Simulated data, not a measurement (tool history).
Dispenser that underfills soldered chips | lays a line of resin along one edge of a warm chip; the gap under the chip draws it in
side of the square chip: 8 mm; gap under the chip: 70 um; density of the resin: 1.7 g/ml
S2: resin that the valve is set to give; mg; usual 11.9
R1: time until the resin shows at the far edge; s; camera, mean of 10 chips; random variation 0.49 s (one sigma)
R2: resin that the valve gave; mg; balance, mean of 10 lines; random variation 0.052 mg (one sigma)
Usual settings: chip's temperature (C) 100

Run 1, day 0: usual settings. Result: R1 49.5 s, R2 11.56 mg.
At day 0.042: new syringe of resin.
Run 2, day 0.242: usual settings but S2 12.2 mg. Result: R1 45.3 s, R2 11.86 mg.
At day 0.379: new syringe of resin.
Run 3, day 0.521: usual settings but chip's temperature (C) 114, S2 12.2 mg. Result: R1 25.7 s, R2 11.76 mg.
At day 0.721: new syringe of resin.
Run 4, day 0.85: usual settings but chip's temperature (C) 102, S2 12.2 mg. Result: R1 37.9 s, R2 11.83 mg.
At day 1.062: new syringe of resin.
Run 5, day 1.212: usual settings but S2 10.5 mg. Result: R1 42.4 s, R2 10.05 mg.
At day 1.404: new syringe of resin.
Run 6, day 1.533: usual settings but S2 10.5 mg. Result: R1 42.2 s, R2 10.07 mg.
At day 1.767: new syringe of resin.
Run 7, day 1.767: usual settings. Result: R1 36.1 s, R2 11.33 mg.
Run 8, day 2.021: usual settings. Result: R1 46.8 s, R2 11.33 mg.
At day 2.108: new syringe of resin.
Run 9, day 2.242: usual settings. Result: R1 40.8 s, R2 11.35 mg.
At day 2.454: new syringe of resin.
Run 10, day 2.546: usual settings. Result: R1 41.5 s, R2 11.28 mg.
Run 11, day 2.742: usual settings but chip's temperature (C) 90. Result: R1 72.7 s, R2 11.3 mg.
At day 2.817: new syringe of resin.
At day 3.158: new syringe of resin.
Run 12, day 3.158: usual settings but chip's temperature (C) 90. Result: R1 54.7 s, R2 11.24 mg.
At day 3.517: new syringe of resin.
Run 13, day 3.55: usual settings. Result: R1 37.9 s, R2 11.21 mg.
Run 14, day 3.779: usual settings. Result: R1 48.1 s, R2 11.09 mg.
At day 3.879: new syringe of resin.
Run 15, day 4.096: usual settings. Result: R1 46.5 s, R2 11.06 mg.
At day 4.238: new syringe of resin.
Run 16, day 4.279: usual settings but chip's temperature (C) 95. Result: R1 45.3 s, R2 11.07 mg.
Run 17, day 4.492: usual settings but chip's temperature (C) 91, S2 13.2 mg. Result: R1 65.3 s, R2 12.26 mg.
At day 4.596: new syringe of resin.
Run 18, day 4.704: usual settings but chip's temperature (C) 110, S2 12.6 mg. Result: R1 28.1 s, R2 11.66 mg.
At day 4.954: new syringe of resin.
Run 19, day 5.079: usual settings but chip's temperature (C) 102, S2 12 mg. Result: R1 38.4 s, R2 11 mg.
At day 5.296: new syringe of resin.
At day 5.446: dispensing valve cleaned and set on the balance.
Run 20, day 5.475: usual settings but chip's temperature (C) 101, S2 12.4 mg. Result: R1 39.7 s, R2 12.51 mg.
At day 5.692: new syringe of resin.
Run 21, day 5.704: usual settings but chip's temperature (C) 105, S2 11.6 mg. Result: R1 30 s, R2 11.62 mg.
At day 6.038: new syringe of resin.
Run 22, day 6.104: usual settings but chip's temperature (C) 103, S2 13.4 mg. Result: R1 32.5 s, R2 13.3 mg.
At day 6.383: new syringe of resin.
Run 23, day 6.383: usual settings but chip's temperature (C) 108, S2 10.9 mg. Result: R1 27 s, R2 10.83 mg.
Run 24, day 6.625: usual settings but chip's temperature (C) 112, S2 11.7 mg. Result: R1 30.7 s, R2 11.55 mg.
At day 6.733: new syringe of resin.
Run 25, day 7.012: usual settings but chip's temperature (C) 95, S2 13.4 mg. Result: R1 56.6 s, R2 13.2 mg.
At day 7.075: new syringe of resin.
Run 26, day 7.388: usual settings but chip's temperature (C) 86, S2 14.1 mg. Result: R1 84.3 s, R2 13.84 mg.
At day 7.425: new syringe of resin.
Run 27, day 7.646: usual settings but chip's temperature (C) 111, S2 13.6 mg. Result: R1 29.4 s, R2 13.35 mg.
At day 7.792: new syringe of resin.
Run 28, day 7.896: usual settings but chip's temperature (C) 111, S2 13.6 mg. Result: R1 26.6 s, R2 13.31 mg.
Run 29, day 8.067: usual settings but chip's temperature (C) 111, S2 13.6 mg. Result: R1 32 s, R2 13.34 mg.
At day 8.133: new syringe of resin.
Run 30, day 8.246: usual settings but chip's temperature (C) 114, S2 12.9 mg. Result: R1 23.9 s, R2 12.49 mg.
At day 8.471: new syringe of resin.
Run 31, day 8.625: usual settings but chip's temperature (C) 86, S2 14.8 mg. Result: R1 68.6 s, R2 14.23 mg.
At day 8.829: new syringe of resin.
Run 32, day 8.829: usual settings but chip's temperature (C) 86, S2 14.8 mg. Result: R1 61.2 s, R2 14.3 mg.

5 ways to go on from here, each from the tool as it stands after run 32. What would each give?
Run A, day 9.15: usual settings but chip's temperature (C) 102, S2 11.6 mg. Result: R1 ?, R2 ?.
Run B, day 9.15: usual settings but chip's temperature (C) 108, S2 11.1 mg. Result: R1 ?, R2 ?.
Run C, day 9.15: usual settings but chip's temperature (C) 94, S2 11 mg. Result: R1 ?, R2 ?.
Run D, day 9.15: usual settings but chip's temperature (C) 92, S2 12.3 mg. Result: R1 ?, R2 ?.
Run E, day 9.15: usual settings but chip's temperature (C) 87, S2 11.7 mg. Result: R1 ?, R2 ?.

run    R1     R2
  A  46.8  11.16
  B  37.6  10.69
  C  64.1   10.6
  D  68.8  11.82
  E  82.9  11.28
Without the tool's hidden state the same runs would have given:
run    R1     R2
  A  35.7   11.6
  B  28.5  11.11
  C  48.9  11.02
  D  52.7  12.29
  E  63.6  11.72

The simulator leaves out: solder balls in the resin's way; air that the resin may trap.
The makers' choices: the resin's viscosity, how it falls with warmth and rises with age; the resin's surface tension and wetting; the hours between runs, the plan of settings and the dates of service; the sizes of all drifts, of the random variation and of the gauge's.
